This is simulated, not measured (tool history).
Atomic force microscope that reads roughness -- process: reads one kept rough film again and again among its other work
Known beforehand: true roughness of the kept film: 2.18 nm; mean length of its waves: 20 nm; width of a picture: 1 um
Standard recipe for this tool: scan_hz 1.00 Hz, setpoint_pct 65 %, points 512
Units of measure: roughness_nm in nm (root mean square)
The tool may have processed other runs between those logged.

| run | day | scan_hz | setpoint_pct | points | roughness_nm |
|---|---|---|---|---|---|
| 1 | 0.000 | 1.00 | 65 | 512 | 1.707 |
| 2 | 0.775 | 1.00 | 65 | 512 | 1.643 |
| 3 | 1.508 | 1.00 | 63 | 512 | 1.604 |
| 4 | 2.550 | 1.00 | 65 | 512 | 1.522 |
|  | 3.371 | new tip fitted |
| 5 | 3.417 | 1.00 | 65 | 512 | 1.878 |
| 6 | 4.017 | 1.00 | 67 | 512 | 1.816 |
| 7 | 4.946 | 1.00 | 69 | 512 | 1.717 |
|  | 5.038 | height scale calibrated on a step standard |
| 8 | 5.421 | 0.58 | 69 | 457 | 1.696 |
| 9 | 6.254 | 1.00 | 62 | 584 | 1.637 |
| 10 | 6.771 | 1.00 | 62 | 584 | 1.599 |
| 11 | 7.450 | 0.67 | 84 | 918 | 1.512 |
| 12 | 8.329 | 0.67 | 84 | 918 | 1.453 |

Below are 5 alternative next runs, each starting from the tool's condition after run 12. Predict each:
|  | 8.425 | new tip fitted |
| A | 8.829 | 2.71 | 67 | 439 | ? |
|  | 8.425 | new tip fitted |
| B | 8.829 | 0.67 | 68 | 918 | ? |
|  | 8.425 | new tip fitted |
| C | 8.829 | 0.69 | 61 | 385 | ? |
|  | 8.425 | new tip fitted |
| D | 8.829 | 0.67 | 84 | 459 | ? |
|  | 8.425 | new tip fitted |
| E | 8.829 | 3.25 | 65 | 279 | ? |

| run | roughness_nm |
|---|---|
| A | 1.739 |
| B | 1.842 |
| C | 1.853 |
| D | 1.792 |
| E | 1.695 |
The same runs, with their run-to-run variation unchanged, on a tool lacking any hidden condition would have given:
| run | roughness_nm |
|---|---|
| A | 1.798 |
| B | 1.904 |
| C | 1.916 |
| D | 1.852 |
| E | 1.753 |
